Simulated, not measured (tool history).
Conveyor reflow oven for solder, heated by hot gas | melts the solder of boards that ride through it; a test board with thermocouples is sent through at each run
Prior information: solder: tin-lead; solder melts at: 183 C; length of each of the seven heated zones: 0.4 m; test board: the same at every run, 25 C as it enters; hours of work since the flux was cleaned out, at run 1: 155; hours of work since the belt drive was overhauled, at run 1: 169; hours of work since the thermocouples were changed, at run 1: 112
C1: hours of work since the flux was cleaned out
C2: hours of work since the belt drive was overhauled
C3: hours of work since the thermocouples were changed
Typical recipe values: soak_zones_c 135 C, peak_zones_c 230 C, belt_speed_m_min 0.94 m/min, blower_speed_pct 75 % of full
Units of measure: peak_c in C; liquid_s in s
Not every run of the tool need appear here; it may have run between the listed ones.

{"run": 1, "day": 0.0, "soak_zones_c": 135, "peak_zones_c": 230, "belt_speed_m_min": 0.94, "blower_speed_pct": 75, "C1": 155, "C2": 169, "C3": 112, "peak_c": 213.1, "liquid_s": 35.9}
{"run": 2, "day": 0.492, "soak_zones_c": 135, "peak_zones_c": 230, "belt_speed_m_min": 0.94, "blower_speed_pct": 75, "C1": 163, "C2": 177, "C3": 120, "peak_c": 213.3, "liquid_s": 35.5}
{"run": 3, "day": 0.983, "soak_zones_c": 135, "peak_zones_c": 230, "belt_speed_m_min": 0.94, "blower_speed_pct": 75, "C1": 170, "C2": 185, "C3": 128, "peak_c": 213.3, "liquid_s": 35.4}
{"run": 4, "day": 1.633, "soak_zones_c": 135, "peak_zones_c": 230, "belt_speed_m_min": 0.94, "blower_speed_pct": 75, "C1": 180, "C2": 195, "C3": 137, "peak_c": 213.3, "liquid_s": 35.5}
{"run": 5, "day": 1.925, "soak_zones_c": 135, "peak_zones_c": 230, "belt_speed_m_min": 0.94, "blower_speed_pct": 75, "C1": 185, "C2": 199, "C3": 142, "peak_c": 213, "liquid_s": 35.6}
{"run": 6, "day": 2.412, "soak_zones_c": 135, "peak_zones_c": 230, "belt_speed_m_min": 0.94, "blower_speed_pct": 75, "C1": 192, "C2": 207, "C3": 150, "peak_c": 212.9, "liquid_s": 34.9}
{"run": 7, "day": 2.838, "soak_zones_c": 135, "peak_zones_c": 230, "belt_speed_m_min": 0.94, "blower_speed_pct": 75, "C1": 199, "C2": 213, "C3": 156, "peak_c": 212.7, "liquid_s": 35.7}
{"run": 8, "day": 3.488, "soak_zones_c": 135, "peak_zones_c": 230, "belt_speed_m_min": 0.94, "blower_speed_pct": 75, "C1": 209, "C2": 223, "C3": 166, "peak_c": 213.1, "liquid_s": 35}
{"run": 9, "day": 4.062, "soak_zones_c": 135, "peak_zones_c": 230, "belt_speed_m_min": 0.94, "blower_speed_pct": 75, "C1": 218, "C2": 232, "C3": 175, "peak_c": 212.5, "liquid_s": 35.2}
{"run": 10, "day": 4.517, "soak_zones_c": 135, "peak_zones_c": 230, "belt_speed_m_min": 0.94, "blower_speed_pct": 75, "C1": 225, "C2": 239, "C3": 182, "peak_c": 212.2, "liquid_s": 35.4}
{"run": 11, "day": 5.142, "soak_zones_c": 141, "peak_zones_c": 240, "belt_speed_m_min": 0.75, "blower_speed_pct": 75, "C1": 234, "C2": 249, "C3": 192, "peak_c": 228.1, "liquid_s": 55.7}
{"run": 12, "day": 5.579, "soak_zones_c": 141, "peak_zones_c": 242, "belt_speed_m_min": 0.75, "blower_speed_pct": 75, "C1": 241, "C2": 255, "C3": 198, "peak_c": 231, "liquid_s": 56.5}
{"run": 13, "day": 5.95, "soak_zones_c": 135, "peak_zones_c": 233, "belt_speed_m_min": 0.94, "blower_speed_pct": 75, "C1": 247, "C2": 261, "C3": 204, "peak_c": 215.2, "liquid_s": 36.4}

Forecast run 14:
{"day": 6.571, "done": "flux residue cleaned out of gas plates and filters"}
{"run": 14, "day": 6.821, "soak_zones_c": 149, "peak_zones_c": 230, "belt_speed_m_min": 1.042, "blower_speed_pct": 88, "C1": 4, "C2": 271, "C3": 214, "peak_c": "?", "liquid_s": "?"}

peak_c: 217 C
liquid_s: 37.9 s
Were there no unlogged condition in the tool, this run, its random variation unchanged, would have produced peak_c 217.4 C, liquid_s 37.8 s.

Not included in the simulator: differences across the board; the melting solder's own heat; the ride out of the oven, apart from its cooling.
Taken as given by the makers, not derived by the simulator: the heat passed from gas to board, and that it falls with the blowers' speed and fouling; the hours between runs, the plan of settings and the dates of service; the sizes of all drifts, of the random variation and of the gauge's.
